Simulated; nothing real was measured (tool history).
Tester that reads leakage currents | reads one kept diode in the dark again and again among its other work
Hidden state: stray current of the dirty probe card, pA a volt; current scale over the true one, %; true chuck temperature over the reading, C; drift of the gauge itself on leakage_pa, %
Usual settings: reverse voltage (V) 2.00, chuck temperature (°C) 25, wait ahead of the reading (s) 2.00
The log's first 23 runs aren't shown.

| run | hour | reverse voltage (V) | chuck temperature (°C) | wait ahead of the reading (s) | hours of work since the probe card was cleaned | hours of work since the tester was calibrated | hours of work since the chuck was calibrated | current that the tester gives (pA) |
|---|---|---|---|---|---|---|---|---|
| 24 | 835.6 | 4.67 | 42 | 0.67 | 109 | 862 | 414 | 109.88 |
|  | 858.5 | probe card cleaned and baked, once more |
| 25 | 886.2 | 4.67 | 42 | 0.67 | 20 | 896 | 448 | 108.62 |
| 26 | 932.8 | 2.00 | 51 | 2.04 | 54 | 930 | 482 | 156.36 |
| 27 | 982.7 | 4.51 | 33 | 0.45 | 90 | 966 | 518 | 53.08 |
| 28 | 1005.6 | 6.53 | 25 | 9.58 | 106 | 982 | 535 | 28.90 |
| 29 | 1032.7 | 6.53 | 25 | 9.58 | 126 | 1002 | 554 | 28.96 |
| 30 | 1065.8 | 2.00 | 25 | 1.23 | 149 | 1025 | 578 | 18.51 |
| 31 | 1107.2 | 2.00 | 25 | 1.23 | 179 | 1055 | 608 | 18.50 |
| 32 | 1153.2 | 3.52 | 35 | 1.62 | 212 | 1088 | 641 | 54.82 |
| 33 | 1189.0 | 3.61 | 36 | 1.69 | 238 | 1114 | 667 | 60.21 |
| 34 | 1239.6 | 3.61 | 36 | 1.69 | 275 | 1151 | 703 | 60.74 |
| 35 | 1289.4 | 11.06 | 55 | 1.22 | 311 | 1187 | 739 | 425.96 |
| 36 | 1341.1 | 1.15 | 25 | 0.65 | 348 | 1224 | 777 | 15.27 |
| 37 | 1383.3 | 1.34 | 21 | 0.88 | 378 | 1254 | 807 | 11.35 |
| 38 | 1410.6 | 1.34 | 37 | 0.88 | 398 | 1274 | 827 | 44.72 |
| 39 | 1432.4 | 3.06 | 37 | 0.88 | 414 | 1290 | 842 | 62.80 |

5 ways to go on from here, each from the tool as it stands after run 39. What would each give?
| A | 1465.9 | 2.59 | 37 | 0.50 | 438 | 1314 | 866 | ? |
| B | 1465.9 | 2.21 | 30 | 0.88 | 438 | 1314 | 866 | ? |
| C | 1465.9 | 3.06 | 58 | 1.16 | 438 | 1314 | 866 | ? |
| D | 1465.9 | 4.60 | 41 | 0.88 | 438 | 1314 | 866 | ? |
| E | 1465.9 | 3.06 | 55 | 0.88 | 438 | 1314 | 866 | ? |

| run | current that the tester gives (pA) |
|---|---|
| A | 59.32 |
| B | 30.85 |
| C | 319.68 |
| D | 102.28 |
| E | 255.53 |
Without the tool's hidden state the same runs would have given:
| run | current that the tester gives (pA) |
|---|---|
| A | 55.38 |
| B | 28.66 |
| C | 300.84 |
| D | 95.55 |
| E | 240.21 |
